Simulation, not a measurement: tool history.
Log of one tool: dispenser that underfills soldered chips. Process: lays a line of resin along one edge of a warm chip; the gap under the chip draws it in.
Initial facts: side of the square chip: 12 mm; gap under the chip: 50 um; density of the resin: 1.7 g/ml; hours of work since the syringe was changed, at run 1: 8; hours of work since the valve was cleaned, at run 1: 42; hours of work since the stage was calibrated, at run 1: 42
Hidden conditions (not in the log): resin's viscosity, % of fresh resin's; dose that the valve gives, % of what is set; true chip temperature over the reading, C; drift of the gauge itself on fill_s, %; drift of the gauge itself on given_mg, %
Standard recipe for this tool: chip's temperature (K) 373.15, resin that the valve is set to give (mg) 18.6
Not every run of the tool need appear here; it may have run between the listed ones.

run   hour  chip's temperature (K)  resin that the valve is set to give (mg)  hours of work since the syringe was changed  hours of work since the valve was cleaned  hours of work since the stage was calibrated  time until the resin shows at the far edge (s)  resin that the valve gave (mg)
  1    0.0                  373.15                                      18.6                                            8                                         42                                            42                                           167.0                           18.19
       0.8  -- new syringe of resin
  2    3.7                  373.15                                      18.6                                            2                                         45                                            45                                           120.3                           18.21
  3    8.5                  373.15                                      18.6                                            5                                         48                                            48                                           146.4                           18.25
      13.4  -- new syringe of resin
  4   17.1                  373.15                                      18.6                                            2                                         54                                            54                                           125.1                           18.12
  5   24.7                  373.15                                      18.6                                            8                                         59                                            59                                           169.0                           18.08
      26.3  -- new syringe of resin
  6   31.1                  373.15                                      18.6                                            3                                         63                                            63                                           132.8                           18.09
      33.7  -- dispensing valve cleaned and set on the balance
  7   38.7                  373.15                                      18.6                                            8                                          3                                            67                                           170.9                           18.61
      40.2  -- new syringe of resin
  8   42.8                  373.15                                      19.6                                            2                                          6                                            70                                           116.2                           19.64
  9   48.9                  373.15                                      18.6                                            6                                         10                                            74                                           156.2                           18.58
      52.8  -- new syringe of resin
 10   52.9                  373.15                                      18.6                                            0                                         13                                            77                                           105.4                           18.50
 11   58.5                  388.15                                      18.6                                            4                                         16                                            80                                            75.5                           18.55
 12   64.9                  388.15                                      18.6                                            8                                         21                                            85                                            97.0                           18.48
      65.8  -- new syringe of resin
 13   71.2                  365.15                                      18.6                                            4                                         25                                            89                                           181.4                           18.43
      78.5  -- new syringe of resin
 14   79.2                  365.15                                      18.6                                            0                                         30                                            94                                           152.9                           18.38
 15   86.3                  365.15                                      20.6                                            5                                         35                                            99                                           206.1                           20.37
      91.6  -- new syringe of resin
 16   92.7                  365.15                                      20.6                                            1                                         39                                           103                                           151.3                           20.24
 17   98.4                  365.15                                      20.6                                            5                                         43                                           107                                           193.2                           20.23
     105.0  -- new syringe of resin
 18  106.5                  373.15                                      18.6                                            1                                         48                                           112                                           111.3                           18.23
 19  109.9                  373.15                                      18.6                                            3                                         50                                           114                                           133.2                           18.20
 20  114.0                  366.15                                      17.7                                            6                                         53                                           117                                           206.5                           17.31
     118.1  -- new syringe of resin
 21  118.9                  386.15                                      22.2                                            1                                         56                                           120                                            65.8                           21.70
 22  124.3                  386.15                                      22.2                                            4                                         60                                           124                                            81.4                           21.76
 23  128.3                  373.15                                      21.4                                            7                                         63                                           127                                           158.3                           20.90
     130.8  -- new syringe of resin
     131.8  -- dispensing valve cleaned and set on the balance
 24  135.8                  374.15                                      22.9                                            3                                          3                                           131                                           117.9                           22.73
 25  140.4                  374.15                                      22.9                                            6                                          6                                           134                                           146.3                           22.77
     144.4  -- new syringe of resin
 26  144.9                  387.15                                      20.6                                            0                                          9                                           137                                            63.9                           20.38
 27  149.3                  371.15                                      18.7                                            3                                         12                                           140                                           139.6                           18.54
 28  154.0                  373.15                                      21.5                                            7                                         15                                           143                                           157.6                           21.29
     157.3  -- new syringe of resin
 29  160.8                  373.15                                      21.5                                            2                                         19                                           147                                           120.8                           21.23
 30  167.1                  385.15                                      18.5                                            7                                         23                                           152                                           101.4                           18.29
     170.2  -- new syringe of resin
 31  174.5                  386.15                                      22.6                                            3                                         28                                           156                                            78.3                           22.29
 32  179.3                  367.15                                      21.2                                            6                                         32                                           160                                           197.1                           20.88
     183.1  -- new syringe of resin
 33  183.1                  370.15                                      17.6                                            0                                         34                                           162                                           122.6                           17.35
 34  190.5                  368.15                                      17.6                                            5                                         39                                           167                                           182.1                           17.26
 35  195.3                  384.15                                      19.8                                            8                                         42                                           170                                           119.7                           19.39

Each row is a separate what-if for the run after 35, all from the same tool condition, not one after another. Results?
     196.1  -- new syringe of resin
  A  201.1                  373.15                                      17.4                                            3                                         46                                           174                                               ?                               ?
     196.1  -- new syringe of resin
  B  201.1                  368.15                                      19.4                                            3                                         46                                           174                                               ?                               ?
     196.1  -- new syringe of resin
  C  201.1                  373.15                                      19.8                                            3                                         46                                           174                                               ?                               ?

run  time until the resin shows at the far edge (s)  resin that the valve gave (mg)
  A                                           135.5                           17.02
  B                                           162.5                           19.02
  C                                           133.1                           19.30
Without the tool's hidden state the same runs would have given:
run  time until the resin shows at the far edge (s)  resin that the valve gave (mg)
  A                                           106.0                           17.42
  B                                           127.0                           19.47
  C                                           104.1                           19.75
